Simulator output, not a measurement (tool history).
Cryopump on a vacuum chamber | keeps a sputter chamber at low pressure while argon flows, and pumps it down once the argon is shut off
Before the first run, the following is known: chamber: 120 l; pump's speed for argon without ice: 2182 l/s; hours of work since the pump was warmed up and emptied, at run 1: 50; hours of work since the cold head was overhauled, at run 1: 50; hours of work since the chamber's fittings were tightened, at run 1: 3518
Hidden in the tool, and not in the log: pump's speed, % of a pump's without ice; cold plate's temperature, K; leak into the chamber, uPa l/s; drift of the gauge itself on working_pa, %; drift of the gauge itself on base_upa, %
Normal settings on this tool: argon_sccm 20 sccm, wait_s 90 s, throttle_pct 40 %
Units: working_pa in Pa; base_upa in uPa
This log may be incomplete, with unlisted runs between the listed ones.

run	hour	argon_sccm	wait_s	throttle_pct	hours of work since the pump was warmed up and emptied	hours of work since the cold head was overhauled	hours of work since the chamber's fittings were tightened	working_pa	base_upa
1	0.0	20	90	40	50	50	3518	0.0395	2.19
2	19.6	20	90	40	61	61	3529	0.0408	2.19
3	30.2	20	90	40	67	67	3535	0.0394	2.25
4	39.7	20	90	40	73	73	3540	0.0393	2.22
5	49.0	20	90	40	78	78	3546	0.0396	2.22
6	58.5	20	90	59	83	83	3551	0.0267	2.25
7	72.4	20	90	59	91	91	3559	0.0276	2.20
8	81.6	20	173	40	96	96	3564	0.0391	1.93
9	101.2	20	90	40	107	107	3575	0.0402	2.27
10	121.0	20	90	40	118	118	3586	0.0404	2.33
11	131.1	20	90	40	124	124	3591	0.0403	2.34
12	151.0	20	90	40	135	135	3603	0.0403	2.37
13	170.8	15	90	40	146	146	3614	0.0304	2.35
14	185.5	9	90	40	154	154	3622	0.0189	2.39
15	194.1	17	90	40	159	159	3627	0.0358	2.40
16	207.2	17	90	40	166	166	3634	0.0350	2.48
17	226.3	17	90	40	177	177	3645	0.0355	2.40
18	236.0	17	90	40	182	182	3650	0.0345	2.39
19	250.4	39	128	51	190	190	3658	0.0648	2.22
20	260.5	29	20	25	196	196	3664	0.0933	4.60
21	278.1	29	20	19	206	206	3674	0.1230	4.52
22	296.4	16	127	55	216	216	3684	0.0258	2.34
23	316.5	9	256	40	227	227	3695	0.0183	2.16
24	327.7	14	97	15	233	233	3701	0.0749	2.57
25	340.0	14	97	15	240	240	3708	0.0750	2.58
26	352.5	14	89	21	247	247	3715	0.0536	2.59
27	361.5	14	89	21	252	252	3720	0.0551	2.62
28	377.5	20	197	32	261	261	3729	0.0523	2.28
29	393.7	20	197	32	270	270	3738	0.0511	2.35
30	412.4	20	53	40	281	281	3749	0.0432	3.11
31	428.6	22	90	21	290	290	3758	0.0856	2.65
32	438.7	14	229	29	295	295	3763	0.0411	2.31
33	456.4	8	59	29	305	305	3773	0.0226	3.02

Each row is a separate what-if for the run after 33, all from the same tool condition, not one after another. Results?
A	476.3	20	127	40	316	316	3784	?	?
B	476.3	20	23	29	316	316	3784	?	?
C	476.3	32	59	29	316	316	3784	?	?
D	476.3	20	90	22	316	316	3784	?	?
E	476.3	33	186	37	316	316	3784	?	?

run	working_pa	base_upa
A	0.0440	2.50
B	0.0584	4.49
C	0.0937	3.00
D	0.0755	2.77
E	0.0771	2.41
With no hidden state in the tool, these same runs would have given:
run	working_pa	base_upa
A	0.0393	0.55
B	0.0538	2.49
C	0.0863	1.02
D	0.0708	0.75
E	0.0694	0.41
